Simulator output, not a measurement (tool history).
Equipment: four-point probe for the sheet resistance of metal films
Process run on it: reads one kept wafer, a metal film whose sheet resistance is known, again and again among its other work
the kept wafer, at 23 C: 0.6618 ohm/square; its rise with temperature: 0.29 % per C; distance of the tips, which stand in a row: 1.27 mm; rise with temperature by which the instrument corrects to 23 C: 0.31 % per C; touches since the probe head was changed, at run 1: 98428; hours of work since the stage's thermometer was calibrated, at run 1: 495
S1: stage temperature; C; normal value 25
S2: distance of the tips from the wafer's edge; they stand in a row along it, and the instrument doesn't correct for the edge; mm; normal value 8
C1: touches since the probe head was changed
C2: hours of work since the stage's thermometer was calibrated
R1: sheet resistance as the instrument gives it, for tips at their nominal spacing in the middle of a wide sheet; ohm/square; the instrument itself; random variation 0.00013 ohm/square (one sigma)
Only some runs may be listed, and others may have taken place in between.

run 1 hour=0 | S1=25 S2=8 | C1=98428 C2=495 | R1=0.670331
run 2 hour=64.1 | S1=20 S2=8 | C1=100834 C2=528 | R1=0.671023
run 3 hour=109.7 | S1=20 S2=8 | C1=102550 C2=552 | R1=0.671093
run 4 hour=153.3 | S1=20 S2=8 | C1=104188 C2=575 | R1=0.671096
run 5 hour=211 | S1=20 S2=8 | C1=106355 C2=605 | R1=0.671151
run 6 hour=277.1 | S1=20 S2=8 | C1=108839 C2=640 | R1=0.670984
run 7 hour=306.1 | S1=25 S2=5 | C1=109927 C2=655 | R1=0.683847
run 8 hour=358.4 | S1=21 S2=5 | C1=111892 C2=682 | R1=0.6843
run 9 hour=420.5 | S1=21 S2=5 | C1=114226 C2=715 | R1=0.684474
run 10 hour=461.3 | S1=25 S2=8 | C1=115757 C2=736 | R1=0.67051
run 11 hour=515.8 | S1=25 S2=30 | C1=117808 C2=764 | R1=0.662307
run 12 hour=564.6 | S1=25 S2=30 | C1=119641 C2=790 | R1=0.662096
run 13 hour=607.6 | S1=25 S2=30 | C1=121255 C2=812 | R1=0.662217
run 14 hour=653.1 | S1=25 S2=8 | C1=122964 C2=836 | R1=0.670371
run 15 hour=690.2 | S1=25 S2=8 | C1=124361 C2=855 | R1=0.670671
run 16 hour=754.1 | S1=25 S2=16 | C1=126760 C2=889 | R1=0.66386
run 17 hour=805 | S1=25 S2=13 | C1=128673 C2=915 | R1=0.665048
run 18 hour=868.7 | S1=25 S2=13 | C1=131067 C2=949 | R1=0.665321
run 19 hour=909.4 | S1=25 S2=13 | C1=132594 C2=970 | R1=0.664911
run 20 hour=967.7 | S1=25 S2=13 | C1=134784 C2=1000 | R1=0.664967
run 21 hour=1012.6 | S1=24 S2=8 | C1=136473 C2=1024 | R1=0.670582
run 22 hour=1052.4 | S1=20 S2=8 | C1=137967 C2=1045 | R1=0.671172
run 23 hour=1108.2 | S1=30 S2=16 | C1=140063 C2=1074 | R1=0.663208
run 24 hour=1170.8 | S1=30 S2=16 | C1=142417 C2=1106 | R1=0.663163
run 25 hour=1228.6 | S1=30 S2=17 | C1=144587 C2=1137 | R1=0.662871
run 26 hour=1277.1 | S1=30 S2=17 | C1=146409 C2=1162 | R1=0.663197
run 27 hour=1304 | S1=24 S2=6 | C1=147420 C2=1176 | R1=0.677433
run 28 hour=1354.2 | S1=24 S2=6 | C1=149308 C2=1202 | R1=0.677377
run 29 hour=1384.6 | S1=28 S2=4 | C1=150450 C2=1218 | R1=0.695572
run 30 hour=1434.7 | S1=28 S2=4 | C1=152330 C2=1244 | R1=0.695298
run 31 hour=1474.3 | S1=33 S2=4 | C1=153818 C2=1265 | R1=0.694439
run 32 hour=1506.6 | S1=25 S2=33 | C1=155032 C2=1282 | R1=0.662373
run 33 hour=1553.9 | S1=25 S2=33 | C1=156809 C2=1307 | R1=0.66223
run 34 hour=1614.6 | S1=25 S2=33 | C1=159089 C2=1338 | R1=0.662021
run 35 hour=1673.8 | S1=23 S2=50 | C1=161315 C2=1369 | R1=0.662286
run 36 hour=1716.2 | S1=23 S2=50 | C1=162906 C2=1391 | R1=0.662152
run 37 hour=1770.7 | S1=25 S2=6 | C1=164956 C2=1420 | R1=0.67736
run 38 hour=1823.2 | S1=22 S2=10 | C1=166927 C2=1447 | R1=0.668004
run 39 hour=1850.8 | S1=22 S2=51 | C1=167965 C2=1462 | R1=0.662216
run 40 hour=1890.4 | S1=25 S2=19 | C1=169452 C2=1482 | R1=0.663376
-- hour=1917.4 new probe head fitted
run 41 hour=1953.6 | S1=31 S2=37 | C1=1362 C2=1515 | R1=0.661294
run 42 hour=2004.7 | S1=31 S2=7 | C1=3281 C2=1542 | R1=0.67249
run 43 hour=2045.4 | S1=31 S2=7 | C1=4809 C2=1563 | R1=0.672351
run 44 hour=2081.6 | S1=31 S2=7 | C1=6170 C2=1582 | R1=0.672386

Here are 4 independent what-if runs from the current tool condition. What would each one return?
run A hour=2112.5 | S1=21 S2=13 | C1=7333 C2=1598 | R1=?
run B hour=2112.5 | S1=25 S2=37 | C1=7333 C2=1598 | R1=?
run C hour=2112.5 | S1=19 S2=7 | C1=7333 C2=1598 | R1=?
run D hour=2112.5 | S1=35 S2=3 | C1=7333 C2=1598 | R1=?

run=A R1=0.665892
run=B R1=0.661882
run=C R1=0.673995
run=D R1=0.717748
The same runs, with their run-to-run variation unchanged, on a tool lacking any hidden condition would have given:
run=A R1=0.665796
run=B R1=0.661786
run=C R1=0.673897
run=D R1=0.717645
